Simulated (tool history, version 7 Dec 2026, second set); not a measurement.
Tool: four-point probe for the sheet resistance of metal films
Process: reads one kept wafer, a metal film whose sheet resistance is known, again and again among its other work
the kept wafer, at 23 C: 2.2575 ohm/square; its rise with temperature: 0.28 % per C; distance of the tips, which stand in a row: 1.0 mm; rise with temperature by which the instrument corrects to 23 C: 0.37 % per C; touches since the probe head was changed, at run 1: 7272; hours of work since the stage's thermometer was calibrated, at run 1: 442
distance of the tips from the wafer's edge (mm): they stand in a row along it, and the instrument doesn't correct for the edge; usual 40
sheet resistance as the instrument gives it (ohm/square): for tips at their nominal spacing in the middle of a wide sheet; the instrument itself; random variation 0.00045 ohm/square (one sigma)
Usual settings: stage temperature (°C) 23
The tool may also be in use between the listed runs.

| run | day | stage temperature (°C) | distance of the tips from the wafer's edge (mm) | touches since the probe head was changed | hours of work since the stage's thermometer was calibrated | sheet resistance as the instrument gives it (ohm/square) |
|---|---|---|---|---|---|---|
| 1 | 0 | 23 | 40 | 7272 | 442 | 2.257963 |
| 2 | 1.867 | 23 | 40 | 8149 | 473 | 2.25743 |
| 3 | 3.529 | 23 | 40 | 8928 | 502 | 2.257919 |
| 4 | 5.117 | 23 | 40 | 9673 | 528 | 2.257966 |
| 5 | 7.579 | 23 | 40 | 10829 | 570 | 2.25795 |
| 6 | 9.612 | 23 | 40 | 11783 | 604 | 2.258579 |
| 7 | 10.983 | 23 | 40 | 12426 | 628 | 2.258495 |
| 8 | 13.712 | 23 | 40 | 13707 | 674 | 2.259187 |
| 9 | 16.112 | 23 | 40 | 14832 | 714 | 2.258349 |
| 10 | 17.883 | 23 | 40 | 15664 | 744 | 2.258002 |
| 11 | 19.688 | 23 | 40 | 16510 | 775 | 2.25893 |
| 12 | 21.192 | 31 | 40 | 17216 | 800 | 2.24218 |
| 13 | 23.633 | 23 | 7 | 18361 | 841 | 2.282121 |
| 14 | 24.767 | 34 | 7 | 18892 | 861 | 2.259579 |
| 15 | 26.233 | 34 | 7 | 19581 | 885 | 2.258952 |
| 16 | 28.025 | 34 | 7 | 20422 | 916 | 2.259233 |
| 17 | 29.208 | 29 | 40 | 20977 | 936 | 2.24669 |
| 18 | 30.867 | 23 | 40 | 21755 | 964 | 2.257781 |
| 19 | 32.125 | 23 | 40 | 22345 | 985 | 2.258215 |
| 20 | 33.529 | 23 | 40 | 23003 | 1009 | 2.258243 |
| 21 | 35.808 | 20 | 40 | 24074 | 1047 | 2.265769 |
| 22 | 38.367 | 27 | 24 | 25274 | 1091 | 2.251485 |
| 23 | 41.004 | 31 | 20 | 26512 | 1135 | 2.244346 |
| 24 | 42.15 | 21 | 61 | 27050 | 1155 | 2.262059 |
| 25 | 43.892 | 21 | 61 | 27866 | 1184 | 2.262398 |
| 26 | 46.571 | 21 | 61 | 29124 | 1229 | 2.261667 |
| 27 | 48.271 | 21 | 61 | 29921 | 1258 | 2.262308 |
| 28 | 49.812 | 21 | 61 | 30644 | 1284 | 2.2622 |
| 29 | 51.025 | 26 | 10 | 31214 | 1305 | 2.26256 |
| 30 | 53.179 | 26 | 10 | 32223 | 1341 | 2.264032 |
| 31 | 54.796 | 26 | 10 | 32982 | 1368 | 2.262447 |
| 32 | 57.346 | 34 | 10 | 34179 | 1411 | 2.246534 |
| 33 | 59.504 | 24 | 28 | 35192 | 1448 | 2.256084 |
| 34 | 61.521 | 35 | 3 | 36138 | 1482 | 2.359329 |
| 35 | 63.467 | 21 | 33 | 37051 | 1515 | 2.262196 |
| 36 | 65.675 | 32 | 12 | 38086 | 1552 | 2.247655 |
| 37 | 67.658 | 20 | 5 | 39017 | 1586 | 2.312493 |
| 38 | 68.929 | 20 | 5 | 39614 | 1607 | 2.312008 |
| 39 | 71.358 | 29 | 10 | 40753 | 1648 | 2.257356 |

3 ways to go on from here, each from the tool as it stands after run 39. What would each give?
| A | 73.208 | 20 | 8 | 41622 | 1680 | ? |
| B | 73.208 | 22 | 47 | 41622 | 1680 | ? |
| C | 73.208 | 29 | 72 | 41622 | 1680 | ? |

| run | sheet resistance as the instrument gives it (ohm/square) |
|---|---|
| A | 2.282895 |
| B | 2.260147 |
| C | 2.245605 |
Without the tool's hidden state the same runs would have given:
| run | sheet resistance as the instrument gives it (ohm/square) |
|---|---|
| A | 2.282798 |
| B | 2.260051 |
| C | 2.24551 |

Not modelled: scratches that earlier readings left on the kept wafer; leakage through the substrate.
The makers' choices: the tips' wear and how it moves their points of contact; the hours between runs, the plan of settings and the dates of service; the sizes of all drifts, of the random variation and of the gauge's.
